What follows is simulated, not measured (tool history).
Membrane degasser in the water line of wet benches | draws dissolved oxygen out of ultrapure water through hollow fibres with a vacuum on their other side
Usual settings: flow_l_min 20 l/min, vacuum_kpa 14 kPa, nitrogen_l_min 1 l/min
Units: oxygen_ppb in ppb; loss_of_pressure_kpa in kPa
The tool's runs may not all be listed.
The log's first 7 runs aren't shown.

run	hour	flow_l_min	vacuum_kpa	nitrogen_l_min	hours since the membrane was changed	hours since the vacuum gauge was calibrated	hours since the vacuum lines were made tight	oxygen_ppb	loss_of_pressure_kpa
8	528.5	20	18.5	1	852	5291	4101	638.4	59.51
9	599.5	20	14	2.89	923	5362	4172	178.8	59.21
10	658.9	20	14	2.89	983	5422	4231	177.9	59.35
11	704	24	14	2.89	1028	5467	4276	212.9	71.07
12	749.5	20	14	1	1073	5512	4322	460.3	59.16
13	813	20	14	1	1137	5576	4385	461.1	59.14
14	876.2	20	14	1	1200	5639	4448	460.5	59.57
15	937.6	20	14	1	1261	5700	4510	460.6	58.93
16	1018.9	20	14	1	1343	5782	4591	460.9	59.94
17	1073.4	20	14	1	1397	5836	4646	459.6	59.71
18	1163.5	20	8.5	0.7	1487	5926	4736	313.8	59.08
19	1252.1	20	8.5	0.7	1576	6015	4824	314.8	58.95
20	1305.1	26	14	2.76	1629	6068	4877	239.3	76.36
21	1412.6	26	14	2.76	1736	6175	4985	239.1	76.85
22	1482.2	20	14.6	1	1806	6245	5055	484.4	59.24
23	1544.7	20	14.6	1	1868	6307	5117	483.9	58.74
24	1625.6	15	14	2	1949	6388	5198	191.8	44.43
25	1730	18	28.7	0.45	2054	6493	5302	1696.9	53.33
26	1819.9	18	10.9	1.28	2144	6583	5392	244.5	53.07
27	1909.7	18	18.8	1.28	2233	6672	5482	480.8	53.08
# hour 1933: vacuum gauge calibrated
28	1966.6	25	13.6	1.36	2290	34	5538	414.5	74.48
29	2049.2	25	13.6	1.36	2372	116	5621	416	73.95
30	2154.6	23	14	0.74	2478	222	5726	659.8	68.34
31	2245.2	24	14	0.67	2568	312	5817	738.5	71.18
32	2343.4	20	28.9	1.8	2667	410	5915	625.3	59.17

Forecast each of these 3 alternatives for the next run:
A	2439.8	20	26.8	1	2763	507	6012	?	?
B	2439.8	20	28.1	1	2763	507	6012	?	?
C	2439.8	29	28.9	0.52	2763	507	6012	?	?

run	oxygen_ppb	loss_of_pressure_kpa
A	947.3	59.07
B	992.5	59.19
C	2121.5	86.2
Without the tool's hidden state the same runs would have given:
run	oxygen_ppb	loss_of_pressure_kpa
A	947.1	59.06
B	992.2	59.18
C	2121.5	86.18
